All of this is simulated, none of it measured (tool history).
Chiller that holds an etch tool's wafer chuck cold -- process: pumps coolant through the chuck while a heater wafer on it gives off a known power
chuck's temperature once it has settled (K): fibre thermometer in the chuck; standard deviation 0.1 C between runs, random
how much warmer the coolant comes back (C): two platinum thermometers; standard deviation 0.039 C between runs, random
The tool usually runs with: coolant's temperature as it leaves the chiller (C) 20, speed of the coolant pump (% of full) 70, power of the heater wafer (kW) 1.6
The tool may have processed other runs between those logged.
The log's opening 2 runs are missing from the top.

run	hour	coolant's temperature as it leaves the chiller (C)	speed of the coolant pump (% of full)	power of the heater wafer (kW)	chuck's temperature once it has settled (K)	how much warmer the coolant comes back (C)
# hour 29.5: chiller's thermometer calibrated
3	69.5	27	70	1.6	316.55	8.95
4	114.6	20	70	1.408	307.75	7.83
5	142.6	20	70	1.6	309.85	9
6	164.2	20	60	1.6	311.55	10.71
7	189.4	20	60	1.6	311.55	10.63
8	227.6	20	60	1.6	311.65	10.62
9	265.8	20	60	1.6	311.65	10.76
10	316.6	20	60	1.6	311.85	10.67
11	339.9	20	92	1.6	307.05	6.65
12	383.7	20	92	1.6	307.15	6.69
13	411.5	20	92	1.6	307.25	6.62
14	445.4	20	92	1.6	307.15	6.75
15	467.5	21	70	1.6	310.95	9.08
16	515.5	21	70	1.6	311.05	9.04
17	554.7	28	64	1.007	312.55	6.29
18	585.6	28	64	1.007	312.35	6.35
19	627.5	28	64	1.007	312.35	6.31
20	664.3	26	90	1.141	309.35	4.96
21	700.7	24	61	0.931	307.95	6.22
22	750.7	24	61	0.931	308.15	6.18
23	782.7	24	61	0.931	307.95	6.22
24	817.4	24	67	2.077	320.35	12.48

Run 25 is up next; what results do you expect?
25	856.8	13	72	1.615	?	?

chuck's temperature once it has settled (K): 303.45
how much warmer the coolant comes back (C): 8.98
With the hidden condition absent and the run-to-run variation left alone, this run would have shown chuck's temperature once it has settled (K) 300.15, how much warmer the coolant comes back (C) 8.2.
